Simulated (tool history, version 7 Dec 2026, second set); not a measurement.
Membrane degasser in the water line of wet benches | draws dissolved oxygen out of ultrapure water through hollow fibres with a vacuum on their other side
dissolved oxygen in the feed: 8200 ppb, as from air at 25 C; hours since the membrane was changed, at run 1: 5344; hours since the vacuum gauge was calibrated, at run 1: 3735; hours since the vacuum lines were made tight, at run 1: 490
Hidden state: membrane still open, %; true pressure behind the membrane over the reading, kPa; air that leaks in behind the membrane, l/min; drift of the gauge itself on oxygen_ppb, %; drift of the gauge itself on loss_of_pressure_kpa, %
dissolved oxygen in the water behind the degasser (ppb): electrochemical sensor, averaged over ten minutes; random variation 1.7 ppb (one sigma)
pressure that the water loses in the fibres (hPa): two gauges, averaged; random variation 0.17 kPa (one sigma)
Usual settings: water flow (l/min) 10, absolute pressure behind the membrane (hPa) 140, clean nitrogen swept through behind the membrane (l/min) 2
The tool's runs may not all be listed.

run	day	water flow (l/min)	absolute pressure behind the membrane (hPa)	clean nitrogen swept through behind the membrane (l/min)	hours since the membrane was changed	hours since the vacuum gauge was calibrated	hours since the vacuum lines were made tight	dissolved oxygen in the water behind the degasser (ppb)	pressure that the water loses in the fibres (hPa)
1	0	10	140	2	5344	3735	490	176.5	283.9
2	8.054	10	140	2	5538	3928	684	177	287
3	12.821	10	140	2	5652	4043	798	179.4	285.9
4	17.054	10	233	2	5753	4144	900	288.1	289.6
5	21.171	10	233	2	5852	4243	998	290.3	285.8
6	25.158	10	140	2	5948	4339	1094	178.6	288.8
7	31.962	10	140	2	6111	4502	1257	180.1	284.1
8	38.721	10	140	2	6274	4664	1420	179.7	286.4
9	47.183	10	140	2	6477	4867	1623	179.1	289.9
10	54.121	10	160	2	6643	5034	1789	204.6	286.9
# day 54.846: vacuum gauge calibrated
11	59.533	8	160	1.83	6773	113	1919	159.6	229.5
12	65.288	7	175	2	6911	251	2057	138.1	202.2
13	69.788	12	140	2.66	7019	359	2165	205.6	345.3
14	76.1	12	140	2.66	7170	510	2316	211.7	346.4
15	83.017	9	140	2	7336	676	2482	152.2	259.3
16	87.417	10	140	1.81	7442	782	2588	196.2	290.5
# day 91.858: vacuum gauge calibrated, once more
17	92.575	10	140	1.81	7565	17	2711	195.4	290.5

The next listed run, before its measurement:
18	97.996	11	228	3.79	7695	147	2841	?	?

dissolved oxygen in the water behind the degasser (ppb): 203.8
pressure that the water loses in the fibres (hPa): 316.3
Without the tool's hidden state the same run would have given dissolved oxygen in the water behind the degasser (ppb) 193.4, pressure that the water loses in the fibres (hPa) 308.
